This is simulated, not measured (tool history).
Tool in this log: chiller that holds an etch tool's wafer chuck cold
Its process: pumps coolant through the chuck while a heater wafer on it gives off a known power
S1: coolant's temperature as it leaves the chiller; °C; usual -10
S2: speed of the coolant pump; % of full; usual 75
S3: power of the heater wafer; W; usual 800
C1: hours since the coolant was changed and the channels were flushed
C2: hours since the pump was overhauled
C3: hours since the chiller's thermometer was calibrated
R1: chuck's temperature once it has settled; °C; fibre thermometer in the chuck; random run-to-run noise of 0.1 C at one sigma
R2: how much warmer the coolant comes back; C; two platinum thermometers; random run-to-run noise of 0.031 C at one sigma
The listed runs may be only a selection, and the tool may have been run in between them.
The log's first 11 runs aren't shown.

{"run": 12, "hour": 241.0, "S1": -9, "S2": 75, "S3": 800, "C1": 4150, "C2": 1401, "C3": 357, "R1": -2.7, "R2": 2.19}
{"run": 13, "hour": 263.6, "S1": -9, "S2": 75, "S3": 800, "C1": 4172, "C2": 1423, "C3": 380, "R1": -2.8, "R2": 2.19}
{"run": 14, "hour": 283.2, "S1": -9, "S2": 75, "S3": 800, "C1": 4192, "C2": 1443, "C3": 400, "R1": -2.9, "R2": 2.21}
{"run": 15, "hour": 302.9, "S1": -9, "S2": 75, "S3": 800, "C1": 4211, "C2": 1463, "C3": 419, "R1": -2.7, "R2": 2.27}
{"run": 16, "hour": 335.3, "S1": -9, "S2": 75, "S3": 800, "C1": 4244, "C2": 1495, "C3": 452, "R1": -2.9, "R2": 2.3}
{"run": 17, "hour": 354.4, "S1": -9, "S2": 75, "S3": 800, "C1": 4263, "C2": 1514, "C3": 471, "R1": -2.9, "R2": 2.29}
{"run": 18, "hour": 373.8, "S1": -12, "S2": 75, "S3": 469, "C1": 4282, "C2": 1534, "C3": 490, "R1": -8.5, "R2": 1.44}
{"run": 19, "hour": 406.8, "S1": -12, "S2": 75, "S3": 469, "C1": 4315, "C2": 1566, "C3": 523, "R1": -8.5, "R2": 1.46}
{"run": 20, "hour": 424.1, "S1": -12, "S2": 75, "S3": 558, "C1": 4333, "C2": 1584, "C3": 540, "R1": -7.8, "R2": 1.69}
{"run": 21, "hour": 457.3, "S1": -12, "S2": 75, "S3": 558, "C1": 4366, "C2": 1617, "C3": 574, "R1": -7.5, "R2": 1.75}
{"run": 22, "hour": 476.4, "S1": -1, "S2": 75, "S3": 456, "C1": 4385, "C2": 1636, "C3": 593, "R1": 2.6, "R2": 1.48}
{"run": 23, "hour": 496.5, "S1": -1, "S2": 75, "S3": 456, "C1": 4405, "C2": 1656, "C3": 613, "R1": 2.4, "R2": 1.52}
{"run": 24, "hour": 529.5, "S1": -1, "S2": 75, "S3": 456, "C1": 4438, "C2": 1689, "C3": 646, "R1": 2.7, "R2": 1.5}
{"run": 25, "hour": 559.6, "S1": -1, "S2": 97, "S3": 406, "C1": 4468, "C2": 1719, "C3": 676, "R1": 1.5, "R2": 1.11}
{"run": 26, "hour": 582.0, "S1": -1, "S2": 97, "S3": 406, "C1": 4491, "C2": 1742, "C3": 698, "R1": 1.5, "R2": 1.1}
{"run": 27, "hour": 598.1, "S1": -10, "S2": 75, "S3": 557, "C1": 4507, "C2": 1758, "C3": 714, "R1": -5.6, "R2": 1.78}
{"run": 28, "hour": 634.2, "S1": -10, "S2": 75, "S3": 493, "C1": 4543, "C2": 1794, "C3": 751, "R1": -6.1, "R2": 1.67}
{"run": 29, "hour": 651.6, "S1": -10, "S2": 96, "S3": 493, "C1": 4560, "C2": 1811, "C3": 768, "R1": -6.9, "R2": 1.39}

The next listed run, before its measurement:
{"run": 30, "hour": 673.5, "S1": -4, "S2": 84, "S3": 785, "C1": 4582, "C2": 1833, "C3": 790, "R1": "?", "R2": "?"}

R1: 1.6 °C
R2: 2.25 C
Had the tool carried no hidden state, the very same run would have given R1 1.5 °C, R2 1.84 C.
